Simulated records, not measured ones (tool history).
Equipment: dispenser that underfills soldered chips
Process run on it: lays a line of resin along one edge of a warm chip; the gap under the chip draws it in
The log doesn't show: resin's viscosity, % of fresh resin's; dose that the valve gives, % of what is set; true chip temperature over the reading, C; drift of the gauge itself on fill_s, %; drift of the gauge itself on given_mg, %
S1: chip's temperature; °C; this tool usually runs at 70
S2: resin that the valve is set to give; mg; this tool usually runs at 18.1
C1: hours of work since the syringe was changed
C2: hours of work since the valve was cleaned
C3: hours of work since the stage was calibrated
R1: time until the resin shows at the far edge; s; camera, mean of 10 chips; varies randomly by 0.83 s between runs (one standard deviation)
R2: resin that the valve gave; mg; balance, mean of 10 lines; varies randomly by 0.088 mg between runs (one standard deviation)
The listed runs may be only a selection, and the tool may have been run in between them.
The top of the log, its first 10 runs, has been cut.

{"run": 11, "hour": 47.9, "S1": 56, "S2": 18.1, "C1": 6, "C2": 68, "C3": 91, "R1": 226.3, "R2": 17.15}
{"hour": 49.6, "done": "new syringe of resin"}
{"run": 12, "hour": 52.7, "S1": 56, "S2": 18.1, "C1": 3, "C2": 72, "C3": 95, "R1": 165.8, "R2": 17.16}
{"run": 13, "hour": 56.4, "S1": 56, "S2": 18.1, "C1": 5, "C2": 74, "C3": 98, "R1": 205.3, "R2": 17.15}
{"hour": 59.2, "done": "new syringe of resin"}
{"run": 14, "hour": 62.8, "S1": 56, "S2": 18.1, "C1": 3, "C2": 79, "C3": 103, "R1": 172.9, "R2": 17.1}
{"run": 15, "hour": 65.5, "S1": 56, "S2": 18.1, "C1": 5, "C2": 82, "C3": 105, "R1": 207.5, "R2": 17.14}
{"hour": 69.3, "done": "new syringe of resin"}
{"run": 16, "hour": 70.1, "S1": 56, "S2": 18.1, "C1": 1, "C2": 85, "C3": 108, "R1": 145.9, "R2": 16.99}
{"run": 17, "hour": 75.1, "S1": 56, "S2": 18.1, "C1": 5, "C2": 89, "C3": 112, "R1": 198.7, "R2": 16.93}
{"hour": 79.1, "done": "new syringe of resin"}
{"run": 18, "hour": 80.0, "S1": 70, "S2": 18.1, "C1": 1, "C2": 93, "C3": 116, "R1": 79.6, "R2": 16.97}
{"run": 19, "hour": 83.7, "S1": 84, "S2": 19.4, "C1": 4, "C2": 95, "C3": 119, "R1": 58.7, "R2": 18.23}
{"hour": 89.0, "done": "new syringe of resin"}
{"run": 20, "hour": 90.0, "S1": 84, "S2": 19.4, "C1": 1, "C2": 100, "C3": 123, "R1": 46.1, "R2": 17.97}
{"run": 21, "hour": 92.7, "S1": 70, "S2": 18, "C1": 3, "C2": 102, "C3": 126, "R1": 96.3, "R2": 16.94}
{"run": 22, "hour": 97.1, "S1": 83, "S2": 17.5, "C1": 6, "C2": 106, "C3": 129, "R1": 76.6, "R2": 16.26}

Run 23 has not been measured yet. What should we expect?
{"hour": 98.8, "done": "new syringe of resin"}
{"run": 23, "hour": 100.0, "S1": 70, "S2": 16.7, "C1": 1, "C2": 108, "C3": 131, "R1": "?", "R2": "?"}

{"run 23": {"R1": 85, "R2": 15.51}}
With no hidden state in the tool, this same run would have given R1 78.9 s, R2 16.73 mg.

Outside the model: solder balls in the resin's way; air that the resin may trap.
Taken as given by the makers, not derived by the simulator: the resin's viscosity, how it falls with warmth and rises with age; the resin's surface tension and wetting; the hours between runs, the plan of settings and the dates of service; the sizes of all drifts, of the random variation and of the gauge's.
